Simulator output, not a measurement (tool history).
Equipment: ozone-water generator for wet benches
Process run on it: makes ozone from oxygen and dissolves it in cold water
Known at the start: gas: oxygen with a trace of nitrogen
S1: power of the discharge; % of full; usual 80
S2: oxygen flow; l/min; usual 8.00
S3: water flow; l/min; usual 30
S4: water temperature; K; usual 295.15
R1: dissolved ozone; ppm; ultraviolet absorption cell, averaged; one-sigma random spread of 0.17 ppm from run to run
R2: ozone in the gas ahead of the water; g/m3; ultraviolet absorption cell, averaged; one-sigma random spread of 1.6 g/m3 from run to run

| run | day | S1 | S2 | S3 | S4 | R1 | R2 |
|---|---|---|---|---|---|---|---|
| 1 | 0.000 | 80 | 8.00 | 30 | 295.15 | 23.4 | 294.1 |
| 2 | 1.029 | 80 | 8.00 | 30 | 295.15 | 23.0 | 298.0 |
| 3 | 2.233 | 80 | 8.00 | 30 | 295.15 | 23.2 | 295.6 |
| 4 | 3.658 | 80 | 8.00 | 30 | 295.15 | 23.1 | 295.0 |
| 5 | 4.621 | 80 | 8.00 | 30 | 295.15 | 23.5 | 296.2 |
| 6 | 6.654 | 80 | 8.00 | 30 | 290.15 | 24.8 | 293.3 |
| 7 | 8.538 | 80 | 8.00 | 30 | 290.15 | 24.9 | 294.6 |
| 8 | 10.092 | 80 | 8.00 | 30 | 295.15 | 23.0 | 293.8 |
| 9 | 11.817 | 80 | 8.00 | 30 | 295.15 | 23.2 | 295.1 |
| 10 | 12.671 | 80 | 8.00 | 30 | 295.15 | 23.3 | 292.6 |
| 11 | 14.029 | 80 | 8.00 | 30 | 295.15 | 23.1 | 295.3 |
| 12 | 15.192 | 80 | 8.00 | 30 | 295.15 | 23.4 | 294.0 |
| 13 | 16.846 | 80 | 8.00 | 30 | 295.15 | 23.0 | 291.1 |
| 14 | 18.821 | 68 | 6.04 | 30 | 295.15 | 20.0 | 292.6 |
| 15 | 20.554 | 68 | 6.04 | 31 | 293.15 | 19.8 | 293.9 |

Run 16, settings as shown, results not yet in. Your forecast:
| 16 | 21.654 | 68 | 6.04 | 31 | 293.15 | ? | ? |

R1: 19.5 ppm
R2: 292.4 g/m3
If the tool had no hidden condition, the same run with the same run-to-run variation would have returned R1 19.5 ppm, R2 295.3 g/m3.

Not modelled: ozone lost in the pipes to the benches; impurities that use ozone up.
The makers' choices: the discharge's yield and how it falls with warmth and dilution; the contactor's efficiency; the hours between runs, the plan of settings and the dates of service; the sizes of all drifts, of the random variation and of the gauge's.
